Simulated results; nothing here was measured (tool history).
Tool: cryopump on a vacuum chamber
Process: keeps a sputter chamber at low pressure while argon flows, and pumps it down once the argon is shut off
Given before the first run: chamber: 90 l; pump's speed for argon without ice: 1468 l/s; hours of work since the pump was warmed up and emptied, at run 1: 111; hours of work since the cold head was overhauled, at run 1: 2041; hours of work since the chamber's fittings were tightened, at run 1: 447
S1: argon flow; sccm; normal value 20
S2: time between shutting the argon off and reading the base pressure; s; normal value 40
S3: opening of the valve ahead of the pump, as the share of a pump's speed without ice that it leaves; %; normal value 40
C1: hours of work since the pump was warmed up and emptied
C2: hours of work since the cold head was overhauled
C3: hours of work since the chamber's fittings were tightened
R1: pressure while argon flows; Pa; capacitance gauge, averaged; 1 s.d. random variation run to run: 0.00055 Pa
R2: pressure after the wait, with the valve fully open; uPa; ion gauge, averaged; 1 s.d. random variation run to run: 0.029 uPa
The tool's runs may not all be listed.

run	hour	S1	S2	S3	C1	C2	C3	R1	R2
1	0.0	20	40	40	111	2041	447	0.0618	1.64
2	91.1	20	40	40	166	2096	501	0.0646	1.65
3	153.3	20	40	40	203	2133	539	0.0650	1.64
4	198.7	20	40	40	231	2160	566	0.0658	1.66
5	257.9	20	40	40	266	2196	601	0.0669	1.68
6	344.3	20	40	40	318	2248	653	0.0685	1.73
# hour 408.4: pump warmed up, emptied and cooled again
7	415.9	20	40	40	4	2288	693	0.0588	1.60
8	507.1	20	40	40	59	2343	748	0.0609	1.63
9	565.2	20	40	40	94	2378	783	0.0610	1.58
10	644.9	20	40	40	142	2426	831	0.0635	1.73
11	703.5	20	40	40	177	2461	866	0.0638	1.69
12	746.8	20	40	42	203	2487	892	0.0614	1.69
13	793.4	20	40	42	231	2515	920	0.0621	1.76
14	876.0	20	40	42	281	2564	970	0.0641	1.78
15	968.0	20	40	42	336	2620	1025	0.0669	1.82
# hour 1003.5: pump warmed up, emptied and cooled again
16	1051.6	8	40	42	29	2667	1072	0.0225	1.65
17	1129.0	20	40	40	75	2713	1119	0.0610	1.70
18	1215.7	20	56	40	127	2765	1171	0.0614	1.44
19	1281.9	20	56	40	167	2805	1211	0.0640	1.40
20	1342.7	12	56	20	204	2842	1247	0.0723	1.46
21	1393.6	12	56	20	234	2872	1278	0.0736	1.44
22	1487.9	27	206	17	291	2929	1334	0.1981	0.93
23	1576.7	27	102	26	344	2982	1388	0.1348	1.23
# hour 1594.3: pump warmed up, emptied and cooled again
24	1670.3	20	73	58	46	3036	1441	0.0423	1.26
25	1712.3	20	73	58	71	3061	1466	0.0426	1.17
26	1761.6	19	40	40	100	3090	1496	0.0585	1.85
27	1805.7	20	39	19	127	3117	1522	0.1254	1.87
28	1862.1	20	39	19	161	3151	1556	0.1270	1.91
29	1944.1	11	208	22	210	3200	1605	0.0622	0.95
30	2009.5	25	34	22	249	3239	1645	0.1425	2.15
31	2085.4	16	71	22	295	3285	1690	0.0931	1.48
32	2138.8	16	46	22	327	3317	1722	0.0942	2.03
# hour 2184.2: pump warmed up, emptied and cooled again
33	2188.9	11	40	40	3	3344	1750	0.0323	1.84

Alternative continuations, all from the tool just after run 33; predict every row:
A	2277.0	25	104	17	56	3397	1802	?	?
B	2277.0	16	40	19	56	3397	1802	?	?
C	2277.0	11	40	36	56	3397	1802	?	?
D	2277.0	12	40	40	56	3397	1802	?	?

run	R1	R2
A	0.1709	1.09
B	0.0988	1.88
C	0.0370	1.86
D	0.0355	1.80
Without the tool's hidden state the same runs would have given:
run	R1	R2
A	0.1678	0.67
B	0.0968	1.45
C	0.0356	1.44
D	0.0339	1.39
